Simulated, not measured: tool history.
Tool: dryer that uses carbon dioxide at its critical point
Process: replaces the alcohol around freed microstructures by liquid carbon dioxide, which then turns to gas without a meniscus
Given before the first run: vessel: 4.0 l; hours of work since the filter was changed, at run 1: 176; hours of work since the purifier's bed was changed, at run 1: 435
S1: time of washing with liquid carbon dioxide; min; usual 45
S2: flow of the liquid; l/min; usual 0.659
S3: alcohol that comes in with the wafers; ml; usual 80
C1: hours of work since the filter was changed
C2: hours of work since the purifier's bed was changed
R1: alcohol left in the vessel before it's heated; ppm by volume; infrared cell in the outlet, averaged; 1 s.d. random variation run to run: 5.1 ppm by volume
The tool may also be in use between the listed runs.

{"run": 1, "hour": 0.0, "S1": 45, "S2": 0.659, "S3": 80, "C1": 176, "C2": 435, "R1": 180}
{"run": 2, "hour": 27.5, "S1": 33, "S2": 0.659, "S3": 80, "C1": 192, "C2": 450, "R1": 482}
{"run": 3, "hour": 45.1, "S1": 45, "S2": 0.728, "S3": 80, "C1": 201, "C2": 460, "R1": 141}
{"run": 4, "hour": 68.1, "S1": 45, "S2": 0.728, "S3": 105, "C1": 214, "C2": 472, "R1": 151}
{"run": 5, "hour": 91.1, "S1": 45, "S2": 0.728, "S3": 105, "C1": 227, "C2": 485, "R1": 167}
{"run": 6, "hour": 105.0, "S1": 45, "S2": 0.728, "S3": 105, "C1": 234, "C2": 493, "R1": 176}
{"run": 7, "hour": 123.7, "S1": 44, "S2": 0.659, "S3": 80, "C1": 245, "C2": 503, "R1": 212}
{"hour": 130.9, "done": "inlet filter changed"}
{"run": 8, "hour": 151.3, "S1": 45, "S2": 0.659, "S3": 80, "C1": 11, "C2": 518, "R1": 163}
{"run": 9, "hour": 164.6, "S1": 45, "S2": 0.659, "S3": 80, "C1": 19, "C2": 525, "R1": 173}
{"run": 10, "hour": 177.3, "S1": 45, "S2": 0.659, "S3": 80, "C1": 26, "C2": 532, "R1": 173}
{"run": 11, "hour": 197.2, "S1": 45, "S2": 0.659, "S3": 80, "C1": 37, "C2": 543, "R1": 169}
{"run": 12, "hour": 211.5, "S1": 45, "S2": 0.659, "S3": 80, "C1": 44, "C2": 551, "R1": 185}
{"run": 13, "hour": 228.7, "S1": 45, "S2": 0.659, "S3": 80, "C1": 54, "C2": 561, "R1": 178}
{"run": 14, "hour": 243.9, "S1": 36, "S2": 0.442, "S3": 68, "C1": 62, "C2": 569, "R1": 927}
{"run": 15, "hour": 267.9, "S1": 33, "S2": 0.534, "S3": 22, "C1": 76, "C2": 582, "R1": 303}
{"run": 16, "hour": 283.8, "S1": 42, "S2": 0.619, "S3": 47, "C1": 84, "C2": 591, "R1": 201}
{"run": 17, "hour": 307.6, "S1": 42, "S2": 0.619, "S3": 39, "C1": 98, "C2": 604, "R1": 186}
{"run": 18, "hour": 319.8, "S1": 42, "S2": 0.619, "S3": 39, "C1": 104, "C2": 611, "R1": 194}
{"run": 19, "hour": 339.0, "S1": 45, "S2": 0.464, "S3": 76, "C1": 115, "C2": 622, "R1": 505}
{"run": 20, "hour": 350.6, "S1": 30, "S2": 0.919, "S3": 80, "C1": 121, "C2": 628, "R1": 239}
{"run": 21, "hour": 366.4, "S1": 30, "S2": 0.919, "S3": 80, "C1": 130, "C2": 637, "R1": 243}
{"run": 22, "hour": 382.1, "S1": 30, "S2": 0.919, "S3": 80, "C1": 139, "C2": 645, "R1": 242}
{"run": 23, "hour": 404.3, "S1": 30, "S2": 0.919, "S3": 80, "C1": 151, "C2": 658, "R1": 249}
{"run": 24, "hour": 421.7, "S1": 64, "S2": 1.12, "S3": 20, "C1": 161, "C2": 667, "R1": 127}
{"run": 25, "hour": 444.2, "S1": 37, "S2": 0.666, "S3": 21, "C1": 173, "C2": 680, "R1": 181}

Subtracting, for every run, the result it would have given without the tool's unlogged condition from the measured result gives the following. The same run-to-run variation enters both numbers; the gauge's scatter may not:
Hidden state present: flow that reaches the vessel past the clogged filter, %; alcohol in the recycled carbon dioxide, ppm; drift of the gauge itself on alcohol_ppm, %.
run=1 R1=+106
run=2 R1=+175
run=3 R1=+100
run=4 R1=+110
run=5 R1=+118
run=6 R1=+122
run=7 R1=+136
run=8 R1=+96
run=9 R1=+101
run=10 R1=+104
run=11 R1=+107
run=12 R1=+111
run=13 R1=+110
run=14 R1=+154
run=15 R1=+122
run=16 R1=+118
run=17 R1=+122
run=18 R1=+127
run=19 R1=+169
run=20 R1=+136
run=21 R1=+143
run=22 R1=+141
run=23 R1=+148
run=24 R1=+122
run=25 R1=+139
